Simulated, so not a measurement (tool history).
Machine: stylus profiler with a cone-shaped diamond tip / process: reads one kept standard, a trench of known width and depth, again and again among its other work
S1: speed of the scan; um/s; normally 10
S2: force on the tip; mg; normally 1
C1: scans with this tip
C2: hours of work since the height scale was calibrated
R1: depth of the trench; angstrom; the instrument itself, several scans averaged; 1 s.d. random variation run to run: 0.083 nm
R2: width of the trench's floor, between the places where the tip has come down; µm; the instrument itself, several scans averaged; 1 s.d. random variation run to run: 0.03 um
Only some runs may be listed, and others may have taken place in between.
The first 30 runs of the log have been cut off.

{"run": 31, "hour": 1650.3, "S1": 6, "S2": 2, "C1": 11105, "C2": 1955, "R1": 2006.5, "R2": 16.07}
{"run": 32, "hour": 1717.9, "S1": 32, "S2": 0.58, "C1": 11335, "C2": 1996, "R1": 1996.8, "R2": 15.82}
{"run": 33, "hour": 1781.6, "S1": 32, "S2": 1.57, "C1": 11552, "C2": 2034, "R1": 2003.3, "R2": 15.91}
{"run": 34, "hour": 1828.6, "S1": 10, "S2": 2.95, "C1": 11713, "C2": 2062, "R1": 2008.8, "R2": 16}
{"run": 35, "hour": 1893.8, "S1": 4, "S2": 0.9, "C1": 11935, "C2": 2101, "R1": 1999.7, "R2": 15.98}
{"run": 36, "hour": 1928.2, "S1": 28, "S2": 0.57, "C1": 12053, "C2": 2122, "R1": 1997.5, "R2": 15.81}
{"run": 37, "hour": 1991.9, "S1": 28, "S2": 0.57, "C1": 12270, "C2": 2160, "R1": 1996.8, "R2": 15.79}
{"run": 38, "hour": 2024.9, "S1": 28, "S2": 0.57, "C1": 12383, "C2": 2180, "R1": 1998.2, "R2": 15.77}
{"run": 39, "hour": 2100.9, "S1": 17, "S2": 0.72, "C1": 12642, "C2": 2226, "R1": 1999, "R2": 15.88}
{"run": 40, "hour": 2132.8, "S1": 3, "S2": 0.47, "C1": 12751, "C2": 2245, "R1": 1997.6, "R2": 15.87}
{"run": 41, "hour": 2195.6, "S1": 3, "S2": 0.47, "C1": 12965, "C2": 2283, "R1": 1996.3, "R2": 15.91}
{"run": 42, "hour": 2230.2, "S1": 7, "S2": 0.41, "C1": 13083, "C2": 2304, "R1": 1994.1, "R2": 15.84}
{"run": 43, "hour": 2297.8, "S1": 29, "S2": 0.45, "C1": 13314, "C2": 2344, "R1": 1996.3, "R2": 15.68}
{"run": 44, "hour": 2355.2, "S1": 3, "S2": 2.49, "C1": 13510, "C2": 2379, "R1": 2006.6, "R2": 15.89}
{"run": 45, "hour": 2419.3, "S1": 3, "S2": 2.49, "C1": 13728, "C2": 2417, "R1": 2004.4, "R2": 15.83}
{"hour": 2423.9, "done": "height scale calibrated on a step standard"}
{"run": 46, "hour": 2495.0, "S1": 3, "S2": 2.49, "C1": 13985, "C2": 43, "R1": 2015.1, "R2": 15.82}

3 options for the next run, each taken on its own from the tool as it stands now. Forecast them:
{"run": "A", "hour": 2539.1, "S1": 10, "S2": 0.38, "C1": 14135, "C2": 69, "R1": "?", "R2": "?"}
{"run": "B", "hour": 2539.1, "S1": 20, "S2": 1, "C1": 14135, "C2": 69, "R1": "?", "R2": "?"}
{"run": "C", "hour": 2539.1, "S1": 10, "S2": 0.91, "C1": 14135, "C2": 69, "R1": "?", "R2": "?"}

run=A R1=2005.3 R2=15.75
run=B R1=2008.6 R2=15.73
run=C R1=2008.2 R2=15.76
The same runs, with their run-to-run variation unchanged, on a tool lacking any hidden condition would have given:
run=A R1=2005.1 R2=17.14
run=B R1=2008.4 R2=17.12
run=C R1=2008 R2=17.15
